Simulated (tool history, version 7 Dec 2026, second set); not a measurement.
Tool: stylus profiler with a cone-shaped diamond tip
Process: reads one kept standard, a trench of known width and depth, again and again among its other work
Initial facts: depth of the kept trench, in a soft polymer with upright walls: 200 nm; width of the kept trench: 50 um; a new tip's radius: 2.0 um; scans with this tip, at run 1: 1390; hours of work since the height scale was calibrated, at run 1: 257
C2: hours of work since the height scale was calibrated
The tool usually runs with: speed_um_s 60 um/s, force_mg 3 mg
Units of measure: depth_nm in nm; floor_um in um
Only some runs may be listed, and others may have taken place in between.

run 1 hour=0 | speed_um_s=60 force_mg=3 | scans_with_this_tip=1390 C2=257 | depth_nm=204.07 floor_um=48.02
run 2 hour=35 | speed_um_s=60 force_mg=3 | scans_with_this_tip=1473 C2=272 | depth_nm=203.96 floor_um=48.09
run 3 hour=73.4 | speed_um_s=32 force_mg=3 | scans_with_this_tip=1564 C2=289 | depth_nm=204.02 floor_um=48.15
run 4 hour=97.8 | speed_um_s=32 force_mg=3 | scans_with_this_tip=1622 C2=300 | depth_nm=204.02 floor_um=48.14
run 5 hour=122.6 | speed_um_s=32 force_mg=3 | scans_with_this_tip=1681 C2=311 | depth_nm=204.03 floor_um=48.19
run 6 hour=171.1 | speed_um_s=60 force_mg=1.5 | scans_with_this_tip=1796 C2=332 | depth_nm=202.57 floor_um=48.01
run 7 hour=205.3 | speed_um_s=60 force_mg=1.5 | scans_with_this_tip=1877 C2=347 | depth_nm=202.67 floor_um=48.08
run 8 hour=250.3 | speed_um_s=39 force_mg=3.38 | scans_with_this_tip=1984 C2=367 | depth_nm=204.38 floor_um=48.14
run 9 hour=283.1 | speed_um_s=39 force_mg=3.38 | scans_with_this_tip=2062 C2=381 | depth_nm=204.37 floor_um=48.09
run 10 hour=309.7 | speed_um_s=124 force_mg=5.21 | scans_with_this_tip=2125 C2=393 | depth_nm=205.52 floor_um=48.02
run 11 hour=356.5 | speed_um_s=124 force_mg=5.21 | scans_with_this_tip=2236 C2=414 | depth_nm=205.79 floor_um=47.96
run 12 hour=382.8 | speed_um_s=31 force_mg=5.21 | scans_with_this_tip=2298 C2=425 | depth_nm=205.64 floor_um=48.13
run 13 hour=409 | speed_um_s=31 force_mg=5.21 | scans_with_this_tip=2361 C2=437 | depth_nm=205.83 floor_um=48.14

Branching from run 13: 3 alternative next runs. What would each branch give?
run A hour=450.7 | speed_um_s=70 force_mg=1.15 | scans_with_this_tip=2460 C2=455 | depth_nm=? floor_um=?
run B hour=450.7 | speed_um_s=31 force_mg=1.04 | scans_with_this_tip=2460 C2=455 | depth_nm=? floor_um=?
run C hour=450.7 | speed_um_s=30 force_mg=8.97 | scans_with_this_tip=2460 C2=455 | depth_nm=? floor_um=?

run=A depth_nm=202.38 floor_um=47.94
run=B depth_nm=202.35 floor_um=48.1
run=C depth_nm=208.05 floor_um=48.09
The same runs, with their run-to-run variation unchanged, on a tool lacking any hidden condition would have given:
run=A depth_nm=201.87 floor_um=48.05
run=B depth_nm=201.84 floor_um=48.2
run=C depth_nm=207.52 floor_um=48.19
